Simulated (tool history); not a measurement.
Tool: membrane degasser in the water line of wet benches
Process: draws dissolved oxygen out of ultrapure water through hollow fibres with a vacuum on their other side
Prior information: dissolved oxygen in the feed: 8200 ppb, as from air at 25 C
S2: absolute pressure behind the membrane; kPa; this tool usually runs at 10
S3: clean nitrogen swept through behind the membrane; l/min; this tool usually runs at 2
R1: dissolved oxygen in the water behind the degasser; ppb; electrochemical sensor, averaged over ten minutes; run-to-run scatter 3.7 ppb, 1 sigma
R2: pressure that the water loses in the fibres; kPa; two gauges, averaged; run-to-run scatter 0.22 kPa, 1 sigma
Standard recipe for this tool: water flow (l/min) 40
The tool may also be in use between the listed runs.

run 1 day=0 | water_flow_(l/min)=40 S2=10 S3=2 | R1=385.1 R2=52.83
run 2 day=3.05 | water_flow_(l/min)=40 S2=10 S3=2 | R1=382.9 R2=52.46
run 3 day=4.688 | water_flow_(l/min)=40 S2=10 S3=2 | R1=385.8 R2=52.65
run 4 day=7.504 | water_flow_(l/min)=40 S2=10 S3=2 | R1=383.6 R2=52.95
run 5 day=8.996 | water_flow_(l/min)=40 S2=10 S3=1.25 | R1=507.2 R2=52.62
run 6 day=10.771 | water_flow_(l/min)=40 S2=10 S3=1.25 | R1=523 R2=52.8
run 7 day=13.358 | water_flow_(l/min)=40 S2=10 S3=1.25 | R1=511.9 R2=52.53
run 8 day=14.817 | water_flow_(l/min)=40 S2=10 S3=1.25 | R1=518.1 R2=52.47
run 9 day=16.742 | water_flow_(l/min)=26 S2=10 S3=2 | R1=240.6 R2=34.22
run 10 day=19.196 | water_flow_(l/min)=40 S2=10 S3=2 | R1=387.4 R2=52.12
run 11 day=22.233 | water_flow_(l/min)=44 S2=10 S3=2 | R1=419.9 R2=58.41
-- day=22.5 vacuum gauge calibrated
run 12 day=25.521 | water_flow_(l/min)=40 S2=10 S3=2 | R1=389.6 R2=52.62
run 13 day=28.2 | water_flow_(l/min)=40 S2=10 S3=2 | R1=378.5 R2=53.2
run 14 day=31.325 | water_flow_(l/min)=40 S2=10 S3=2 | R1=387.4 R2=52.68
run 15 day=32.792 | water_flow_(l/min)=40 S2=10 S3=0.93 | R1=632.6 R2=52.99
run 16 day=36.112 | water_flow_(l/min)=40 S2=10 S3=0.93 | R1=625.4 R2=52.8
-- day=36.442 vacuum gauge calibrated, once more
run 17 day=37.767 | water_flow_(l/min)=45 S2=10 S3=0.93 | R1=691.3 R2=59.43
run 18 day=39.871 | water_flow_(l/min)=33 S2=10 S3=1.84 | R1=332.1 R2=43.72
run 19 day=42.771 | water_flow_(l/min)=33 S2=19.6 S3=1.84 | R1=674.9 R2=43.4

Run 20 is up next; what results do you expect?
run 20 day=45.871 | water_flow_(l/min)=45 S2=10 S3=2.24 | R1=? R2=?

Logged for run 20: R1 404 ppb, R2 59.3 kPa.
With the hidden condition absent and the run-to-run variation left alone, this run would have shown R1 389.1 ppb, R2 57.56 kPa.

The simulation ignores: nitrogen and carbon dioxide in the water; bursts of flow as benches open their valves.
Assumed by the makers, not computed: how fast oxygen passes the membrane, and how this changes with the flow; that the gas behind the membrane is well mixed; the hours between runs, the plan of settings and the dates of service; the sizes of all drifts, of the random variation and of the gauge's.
